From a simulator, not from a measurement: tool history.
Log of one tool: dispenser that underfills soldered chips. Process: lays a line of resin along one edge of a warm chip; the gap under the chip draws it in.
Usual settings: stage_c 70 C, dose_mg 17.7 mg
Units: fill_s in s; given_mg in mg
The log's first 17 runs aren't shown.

-- hour=170.4 new syringe of resin
run 18 hour=172.6 | stage_c=70 dose_mg=18.6 | fill_s=67.5 given_mg=18.43
-- hour=181.6 stage's temperature calibrated
run 19 hour=182.1 | stage_c=78 dose_mg=18.2 | fill_s=52.5 given_mg=18.00
-- hour=184.0 new syringe of resin
run 20 hour=191.6 | stage_c=78 dose_mg=18.2 | fill_s=47.7 given_mg=17.95
-- hour=196.5 new syringe of resin
run 21 hour=204.4 | stage_c=78 dose_mg=18.2 | fill_s=47.2 given_mg=17.86
-- hour=208.6 dispensing valve cleaned and set on the balance
-- hour=210.0 new syringe of resin
run 22 hour=213.7 | stage_c=60 dose_mg=15.1 | fill_s=114.2 given_mg=15.10
-- hour=222.8 new syringe of resin
run 23 hour=223.3 | stage_c=60 dose_mg=19.6 | fill_s=99.6 given_mg=19.46
run 24 hour=234.4 | stage_c=60 dose_mg=19.6 | fill_s=148.4 given_mg=19.32
-- hour=235.5 new syringe of resin
run 25 hour=245.9 | stage_c=57 dose_mg=18.6 | fill_s=166.1 given_mg=18.41
-- hour=248.2 new syringe of resin
run 26 hour=257.1 | stage_c=65 dose_mg=19.9 | fill_s=99.1 given_mg=19.41
-- hour=261.1 new syringe of resin
run 27 hour=267.0 | stage_c=82 dose_mg=19.9 | fill_s=35.3 given_mg=19.31
-- hour=270.9 dispensing valve cleaned and set on the balance
-- hour=275.4 new syringe of resin
run 28 hour=276.4 | stage_c=56 dose_mg=17.7 | fill_s=127.2 given_mg=17.77
run 29 hour=287.3 | stage_c=84 dose_mg=19.5 | fill_s=41.7 given_mg=19.36
-- hour=288.4 new syringe of resin
run 30 hour=296.2 | stage_c=63 dose_mg=17.8 | fill_s=109.5 given_mg=17.68
-- hour=301.6 new syringe of resin
run 31 hour=302.2 | stage_c=75 dose_mg=21.5 | fill_s=43.1 given_mg=21.42
run 32 hour=312.9 | stage_c=75 dose_mg=21.5 | fill_s=64.2 given_mg=21.24
-- hour=314.8 new syringe of resin
run 33 hour=321.3 | stage_c=75 dose_mg=21.5 | fill_s=52.6 given_mg=21.15
-- hour=327.5 new syringe of resin
-- hour=332.6 dispensing valve cleaned and set on the balance
run 34 hour=334.1 | stage_c=68 dose_mg=21.9 | fill_s=75.6 given_mg=21.81

4 ways to go on from here, each from the tool as it stands after run 34. What would each give?
-- hour=341.7 new syringe of resin
run A hour=347.8 | stage_c=56 dose_mg=16.6 | fill_s=? given_mg=?
-- hour=341.7 new syringe of resin
run B hour=347.8 | stage_c=68 dose_mg=22.6 | fill_s=? given_mg=?
-- hour=341.7 new syringe of resin
run C hour=347.8 | stage_c=66 dose_mg=20.3 | fill_s=? given_mg=?
-- hour=341.7 new syringe of resin
run D hour=347.8 | stage_c=82 dose_mg=19.1 | fill_s=? given_mg=?

run=A fill_s=155.8 given_mg=16.40
run=B fill_s=76.1 given_mg=22.56
run=C fill_s=84.8 given_mg=20.19
run=D fill_s=36.2 given_mg=18.92
Without the tool's hidden state the same runs would have given:
run=A fill_s=121.7 given_mg=16.52
run=B fill_s=59.6 given_mg=22.72
run=C fill_s=66.5 given_mg=20.33
run=D fill_s=28.4 given_mg=19.05

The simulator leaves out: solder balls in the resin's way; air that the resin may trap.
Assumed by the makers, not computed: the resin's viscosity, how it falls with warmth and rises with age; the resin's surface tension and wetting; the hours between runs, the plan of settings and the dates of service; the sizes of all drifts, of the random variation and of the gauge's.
